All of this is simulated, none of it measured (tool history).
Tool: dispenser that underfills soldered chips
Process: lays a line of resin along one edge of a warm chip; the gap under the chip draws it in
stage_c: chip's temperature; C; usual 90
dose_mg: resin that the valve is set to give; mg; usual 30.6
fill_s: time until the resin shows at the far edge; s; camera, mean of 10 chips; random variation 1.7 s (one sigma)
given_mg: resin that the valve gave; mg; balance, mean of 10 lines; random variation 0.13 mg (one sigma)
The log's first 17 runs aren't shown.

run,hour,stage_c,dose_mg,hours of work since the syringe was changed,hours of work since the valve was cleaned,hours of work since the stage was calibrated,fill_s,given_mg
18,167.6,100,37.9,8,16,264,170,37.58
# hour 170.1: new syringe of resin
19,176.4,104,36.6,5,23,271,111,36.2
# hour 183.7: new syringe of resin
20,189.8,104,36.6,5,33,281,110.3,36.36
# hour 197.1: new syringe of resin
21,203.6,83,32.5,5,43,291,298.2,31.92
# hour 209.9: new syringe of resin
22,210.5,94,30.6,0,48,296,134.1,30
# hour 222.7: new syringe of resin
23,225.3,91,39.3,2,59,307,166.7,38.17
24,234.7,100,33.8,9,67,314,177,32.96
# hour 236: new syringe of resin
25,245.1,100,33.8,7,74,322,155,32.67
# hour 248.9: new syringe of resin
26,258.1,102,26.4,7,84,332,150,25.62
# hour 262.5: new syringe of resin
27,268.8,102,26.4,5,92,340,128.2,25.39
# hour 276.1: new syringe of resin
28,278.2,102,26.4,2,99,347,103.7,25.22
# hour 289.5: new syringe of resin
29,291.8,78,36.4,2,109,357,308.2,34.84
# hour 299.7: dispensing valve cleaned and set on the balance
30,302.1,100,26.7,9,2,364,176.6,26.61
# hour 303.3: new syringe of resin
31,310.9,87,28.2,6,8,370,273.2,28.14
# hour 316.9: new syringe of resin
32,320.7,85,38.1,3,16,378,236.3,37.89
# hour 329.7: new syringe of resin
33,329.7,99,38.5,0,22,384,99.7,37.93

Forecast each of these 3 alternatives for the next run:
A,339.4,96,30.6,7,30,392,?,?
B,339.4,101,36.4,7,30,392,?,?
C,339.4,79,30.9,7,30,392,?,?

run,fill_s,given_mg
A,192.4,30.19
B,151.2,35.75
C,424.5,30.32
Without the tool's hidden state the same runs would have given:
run,fill_s,given_mg
A,126.6,30.56
B,99.7,36.19
C,281.6,30.69

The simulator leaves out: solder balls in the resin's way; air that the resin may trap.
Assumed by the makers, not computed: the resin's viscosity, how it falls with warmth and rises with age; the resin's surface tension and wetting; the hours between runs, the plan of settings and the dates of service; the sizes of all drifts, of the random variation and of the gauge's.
